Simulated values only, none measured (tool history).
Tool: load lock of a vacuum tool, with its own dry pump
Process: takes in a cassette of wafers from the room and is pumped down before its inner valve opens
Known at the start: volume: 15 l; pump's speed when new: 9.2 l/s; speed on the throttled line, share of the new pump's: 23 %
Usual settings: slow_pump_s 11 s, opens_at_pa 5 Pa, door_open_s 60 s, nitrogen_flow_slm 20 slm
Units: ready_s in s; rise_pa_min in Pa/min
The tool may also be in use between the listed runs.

run	day	slow_pump_s	opens_at_pa	door_open_s	nitrogen_flow_slm	incoming humidity of the room's air, %	ready_s	rise_pa_min
1	0.000	11	5	60	20	43.3	24.6	0.043
2	3.671	11	5	60	20	47.1	24.6	0.046
3	7.858	11	5	60	20	47.7	25.1	0.048
4	9.842	11	5	60	20	42.5	24.8	0.041
5	12.929	11	5	79	20	47.5	24.6	0.051
6	15.475	11	5	149	20	45.7	24.6	0.075
7	18.521	11	5	115	20	46.4	24.8	0.063
8	20.954	11	5	115	20	43.5	24.5	0.063
9	24.308	11	5	115	20	46.7	25.1	0.064
10	26.812	11	5	115	20	42.0	24.8	0.058
11	30.862	11	5	115	20	46.5	24.7	0.067
12	34.683	11	5	50	20	38.9	24.9	0.035
13	39.200	9	5	60	20	43.9	23.4	0.040
14	43.825	11	5	60	20	47.1	24.6	0.043
15	46.067	11	5	60	20	47.3	25.2	0.052
16	50.733	11	5	60	20	45.5	25.1	0.045
17	53.362	22	5	176	20	46.2	33.1	0.082
18	55.425	11	9	176	6	42.8	24.2	0.120
19	59.700	18	4	129	14	41.9	30.2	0.074
20	64.042	13	6	129	14	43.1	26.1	0.076
21	65.946	11	5	65	7	46.9	24.8	0.069
22	68.254	11	9	134	12	39.1	24.1	0.073
23	71.454	11	9	134	12	45.0	24.2	0.086
24	75.329	11	5	85	12	47.1	25.1	0.071
25	79.871	11	5	141	39	46.4	25.1	0.048
26	82.883	11	5	141	39	47.3	25.4	0.051
27	85.417	11	5	141	39	44.3	24.8	0.046
28	87.354	11	7	141	39	50.7	24.3	0.052
29	89.604	11	10	162	20	44.4	23.3	0.082

Forecast each of these 4 alternatives for the next run:
A	93.533	7	5	63	15	46.4	?	?
B	93.533	11	10	162	10	44.1	?	?
C	93.533	11	9	175	20	43.9	?	?
D	93.533	11	6	60	6	43.0	?	?

run	ready_s	rise_pa_min
A	22.0	0.050
B	23.4	0.102
C	23.6	0.080
D	24.5	0.058
Without the tool's unlogged condition, the same runs would have read:
run	ready_s	rise_pa_min
A	22.0	0.049
B	23.4	0.102
C	23.6	0.079
D	24.5	0.058
